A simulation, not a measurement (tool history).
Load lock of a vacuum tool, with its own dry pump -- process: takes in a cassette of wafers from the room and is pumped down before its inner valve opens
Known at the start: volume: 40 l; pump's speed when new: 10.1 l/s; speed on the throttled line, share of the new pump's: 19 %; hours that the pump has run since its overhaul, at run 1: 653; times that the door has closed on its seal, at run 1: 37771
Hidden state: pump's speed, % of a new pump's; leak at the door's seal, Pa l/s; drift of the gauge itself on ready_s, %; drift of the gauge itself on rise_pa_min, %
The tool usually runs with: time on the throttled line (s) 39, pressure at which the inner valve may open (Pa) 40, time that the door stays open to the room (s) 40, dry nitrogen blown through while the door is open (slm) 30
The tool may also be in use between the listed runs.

run    hour  time on the throttled line (s)  pressure at which the inner valve may open (Pa)  time that the door stays open to the room (s)  dry nitrogen blown through while the door is open (slm)  hours that the pump has run since its overhaul  times that the door has closed on its seal  incoming humidity of the room's air, %  time from the closed door until the inner valve may open (s)  rise of the pressure with all valves shut (Pa/min)
  1       0                              39                                               40                                             40                                                       30                                             653                                       37771                                      43                                                          62.4                                               0.455
  2   151.4                              39                                               40                                             40                                                       30                                             804                                       38210                                    44.7                                                          62.2                                               0.451
  3   294.8                              39                                               40                                             40                                                       30                                             948                                       38626                                    40.5                                                          62.9                                               0.456
  4   433.2                              39                                               40                                             40                                                       30                                            1086                                       39027                                    41.2                                                          63.2                                               0.471
  5   641.7                              39                                               40                                             40                                                       30                                            1295                                       39632                                    43.6                                                          62.5                                               0.494
  6   814.5                              39                                               40                                             40                                                       30                                            1467                                       40133                                    46.4                                                          63.2                                               0.503
      840.3  -- door's seal changed, seat wiped
  7   925.6                              39                                               40                                             40                                                       30                                            1577                                         248                                    45.4                                                          63.4                                               0.031
  8  1097.8                              39                                               40                                             40                                                       30                                            1749                                         747                                    43.8                                                          62.6                                               0.033
  9    1272                              39                                               40                                             40                                                       30                                            1923                                        1252                                    47.9                                                          63.2                                               0.036
 10  1450.8                              39                                               40                                             40                                                       30                                            2102                                        1770                                    43.5                                                          63.5                                               0.031
 11  1599.5                              54                                               40                                             40                                                       30                                            2251                                        2202                                    45.2                                                            76                                               0.039
 12  1807.8                              39                                               40                                             40                                                       30                                            2459                                        2806                                    43.7                                                          63.6                                               0.036
 13  1941.2                              39                                               40                                             40                                                       30                                            2593                                        3192                                    46.1                                                            64                                               0.039
 14  2044.8                              39                                               40                                             40                                                       30                                            2696                                        3493                                    45.5                                                          63.6                                               0.038
 15  2232.2                              39                                               40                                             40                                                       30                                            2884                                        4036                                    43.3                                                          63.9                                               0.049
 16  2403.9                              39                                               40                                             40                                                       30                                            3055                                        4534                                    43.3                                                          62.5                                               0.045
 17  2523.8                              39                                               40                                             40                                                       30                                            3175                                        4882                                      43                                                          63.6                                               0.044
 18  2645.5                              39                                               40                                             40                                                       30                                            3297                                        5235                                    44.5                                                          63.8                                                0.05
 19  2798.4                              39                                               40                                             40                                                       30                                            3450                                        5678                                    42.5                                                          63.7                                               0.053
 20  2983.4                              39                                               40                                             40                                                       30                                            3635                                        6215                                    45.7                                                          63.8                                               0.057
 21  3144.8                              20                                               40                                             56                                                       30                                            3796                                        6683                                    45.1                                                          49.1                                               0.062
 22  3263.7                              21                                               40                                             50                                                       30                                            3915                                        7027                                    41.7                                                          49.4                                               0.061
 23  3369.5                              26                                               30                                             50                                                       30                                            4021                                        7334                                    45.8                                                          54.8                                               0.063
 24    3542                              25                                               66                                             40                                                       30                                            4193                                        7834                                    44.2                                                          50.7                                               0.064
 25  3692.7                              54                                               31                                             40                                                        5                                            4344                                        8271                                    45.6                                                            78                                               0.098
 26  3814.4                              54                                               31                                             40                                                        5                                            4466                                        8624                                    46.3                                                            77                                               0.097
 27    3993                              54                                               31                                             40                                                        5                                            4644                                        9142                                    44.2                                                          76.5                                                 0.1
 28  4160.4                              54                                               31                                             40                                                        5                                            4812                                        9627                                    46.6                                                          77.2                                               0.108
 29  4350.9                              54                                               31                                             40                                                        5                                            5002                                       10180                                    47.2                                                          77.7                                               0.111
 30  4528.4                              25                                               40                                             40                                                        6                                            5180                                       10695                                    42.7                                                          53.6                                               0.104
 31  4648.4                              74                                               40                                             40                                                        6                                            5300                                       11043                                    44.4                                                            93                                               0.111
 32  4835.2                              74                                               71                                             40                                                       27                                            5487                                       11584                                    46.8                                                          90.3                                               0.094
 33    4991                              40                                               44                                             61                                                        8                                            5643                                       12036                                      43                                                          65.3                                               0.122
 34  5085.9                              70                                               44                                             61                                                        6                                            5737                                       12311                                    46.2                                                          90.2                                               0.126
 35  5269.3                              70                                               71                                             61                                                        6                                            5921                                       12843                                    48.3                                                          86.2                                               0.139
 36  5468.8                              24                                               40                                             45                                                       30                                            6120                                       13421                                    47.2                                                          52.9                                               0.106

Alternative continuations, all from the tool just after run 36; predict every row:
  A  5663.2                              24                                               40                                             45                                                       10                                            6315                                       13985                                    46.8                                                             ?                                                   ?
  B  5663.2                              23                                               40                                             58                                                       30                                            6315                                       13985                                      45                                                             ?                                                   ?
  C  5663.2                              24                                               40                                             75                                                        5                                            6315                                       13985                                    40.7                                                             ?                                                   ?

run  time from the closed door until the inner valve may open (s)  rise of the pressure with all valves shut (Pa/min)
  A                                                          53.2                                               0.131
  B                                                          52.6                                               0.116
  C                                                          52.8                                               0.147
Take away the tool's hidden state, keep each run's random variation, and the runs would have read:
run  time from the closed door until the inner valve may open (s)  rise of the pressure with all valves shut (Pa/min)
  A                                                          50.9                                                0.05
  B                                                          50.3                                               0.036
  C                                                          50.6                                               0.067

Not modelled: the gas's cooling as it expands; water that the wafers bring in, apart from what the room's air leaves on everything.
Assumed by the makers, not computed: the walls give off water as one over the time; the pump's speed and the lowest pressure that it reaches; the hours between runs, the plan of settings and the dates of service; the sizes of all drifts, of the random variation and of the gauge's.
